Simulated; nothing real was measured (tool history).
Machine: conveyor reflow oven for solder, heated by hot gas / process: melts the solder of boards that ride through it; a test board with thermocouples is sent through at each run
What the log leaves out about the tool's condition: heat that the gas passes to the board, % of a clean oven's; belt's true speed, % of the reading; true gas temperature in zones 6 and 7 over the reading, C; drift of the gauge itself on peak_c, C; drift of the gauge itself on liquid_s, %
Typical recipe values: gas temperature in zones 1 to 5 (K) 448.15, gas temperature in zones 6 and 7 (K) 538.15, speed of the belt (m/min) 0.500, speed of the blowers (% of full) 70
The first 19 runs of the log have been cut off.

| run | hour | gas temperature in zones 1 to 5 (K) | gas temperature in zones 6 and 7 (K) | speed of the belt (m/min) | speed of the blowers (% of full) | hours of work since the flux was cleaned out | hours of work since the belt drive was overhauled | hours of work since the thermocouples were changed | highest temperature of the board (K) | time above the solder's melting point (s) |
|---|---|---|---|---|---|---|---|---|---|---|
| 20 | 524.7 | 449.15 | 538.15 | 0.500 | 66 | 140 | 166 | 27 | 522.15 | 52.1 |
| 21 | 547.0 | 451.15 | 538.15 | 0.500 | 86 | 155 | 181 | 42 | 526.45 | 57.6 |
| 22 | 579.2 | 451.15 | 538.15 | 0.500 | 86 | 176 | 203 | 63 | 526.55 | 57.2 |
| 23 | 609.3 | 451.15 | 538.15 | 0.500 | 86 | 197 | 223 | 84 | 526.45 | 56.5 |
| 24 | 645.0 | 462.15 | 538.15 | 0.500 | 52 | 221 | 247 | 108 | 519.35 | 54.7 |
| 25 | 675.9 | 448.15 | 538.15 | 0.468 | 87 | 242 | 268 | 129 | 528.05 | 61.0 |
| 26 | 709.3 | 448.15 | 538.15 | 0.468 | 87 | 264 | 291 | 151 | 527.75 | 61.9 |
| 27 | 746.1 | 458.15 | 538.15 | 0.468 | 71 | 289 | 315 | 176 | 526.05 | 62.7 |
| 28 | 782.3 | 458.15 | 538.15 | 0.468 | 71 | 313 | 340 | 200 | 526.35 | 63.3 |
| 29 | 809.3 | 458.15 | 538.15 | 0.468 | 71 | 331 | 358 | 218 | 526.05 | 62.6 |
| 30 | 826.4 | 437.15 | 547.15 | 0.434 | 70 | 343 | 370 | 230 | 532.75 | 64.7 |
| 31 | 857.4 | 437.15 | 547.15 | 0.480 | 70 | 364 | 390 | 251 | 529.15 | 55.7 |

Below are 4 alternative next runs, each starting from the tool's condition after run 31. Predict each:
| A | 881.1 | 448.15 | 526.15 | 0.437 | 69 | 380 | 406 | 267 | ? | ? |
| B | 881.1 | 437.15 | 549.15 | 0.480 | 70 | 380 | 406 | 267 | ? | ? |
| C | 881.1 | 450.15 | 547.15 | 0.480 | 70 | 380 | 406 | 267 | ? | ? |
| D | 881.1 | 448.15 | 530.15 | 0.500 | 70 | 380 | 406 | 267 | ? | ? |

| run | highest temperature of the board (K) | time above the solder's melting point (s) |
|---|---|---|
| A | 514.95 | 54.1 |
| B | 530.95 | 57.3 |
| C | 531.65 | 61.3 |
| D | 514.85 | 46.9 |
Take away the tool's hidden state, keep each run's random variation, and the runs would have read:
| run | highest temperature of the board (K) | time above the solder's melting point (s) |
|---|---|---|
| A | 516.35 | 56.1 |
| B | 533.35 | 58.7 |
| C | 533.65 | 62.3 |
| D | 516.75 | 49.1 |

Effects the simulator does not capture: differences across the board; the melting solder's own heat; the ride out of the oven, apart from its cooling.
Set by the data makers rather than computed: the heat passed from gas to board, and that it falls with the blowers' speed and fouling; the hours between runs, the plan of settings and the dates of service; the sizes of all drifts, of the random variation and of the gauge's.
